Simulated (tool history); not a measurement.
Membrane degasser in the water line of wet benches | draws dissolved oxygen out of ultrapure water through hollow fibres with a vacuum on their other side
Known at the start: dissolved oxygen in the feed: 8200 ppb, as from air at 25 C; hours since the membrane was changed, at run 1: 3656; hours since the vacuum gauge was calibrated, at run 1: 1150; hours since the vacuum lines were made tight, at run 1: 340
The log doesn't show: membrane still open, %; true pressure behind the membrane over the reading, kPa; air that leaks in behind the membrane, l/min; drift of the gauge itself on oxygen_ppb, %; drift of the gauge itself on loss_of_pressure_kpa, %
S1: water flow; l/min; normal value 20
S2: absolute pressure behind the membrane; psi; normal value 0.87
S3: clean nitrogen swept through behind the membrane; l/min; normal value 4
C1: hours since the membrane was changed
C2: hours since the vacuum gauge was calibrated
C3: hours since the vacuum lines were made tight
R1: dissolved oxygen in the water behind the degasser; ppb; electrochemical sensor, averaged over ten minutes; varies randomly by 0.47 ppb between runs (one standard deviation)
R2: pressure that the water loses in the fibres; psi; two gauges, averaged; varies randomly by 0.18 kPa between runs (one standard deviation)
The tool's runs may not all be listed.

run,hour,S1,S2,S3,C1,C2,C3,R1,R2
1,0,20,0.87,4,3656,1150,340,35.6,4.367
2,116.4,20,0.87,4,3772,1266,456,35.6,4.4
3,186,20,0.87,4,3841,1336,526,36.5,4.406
4,257.9,20,0.87,4,3913,1408,598,35.4,4.437
5,354.2,20,0.87,3.51,4010,1504,694,40.5,4.418
6,470.9,20,0.87,3.51,4126,1621,811,40.4,4.406
7,524.8,20,0.87,3.51,4180,1675,865,40.1,4.438
8,586.6,21,0.87,3.51,4242,1737,926,42.5,4.631
9,686.4,20,0.87,4,4342,1836,1026,35.7,4.412
10,790.9,20,0.87,4,4446,1941,1131,36.5,4.398
11,908.6,20,0.87,4,4564,2059,1248,36.3,4.435
12,984.2,20,0.538,4,4640,2134,1324,7.8,4.413
13,1098.4,20,0.538,4,4754,2248,1438,7.6,4.419
14,1216.5,20,0.87,2.6,4872,2367,1556,52.1,4.383
15,1295.8,20,0.87,4,4951,2446,1636,36.1,4.392
16,1383.9,20,0.87,4,5039,2534,1724,35.6,4.431

For run 17, what comes out?
17,1476,20,0.87,4,5131,2626,1816,?,?

R1: 35.6 ppb
R2: 4.427 psi
Without the tool's hidden state the same run would have given R1 35.5 ppb, R2 4.424 psi.
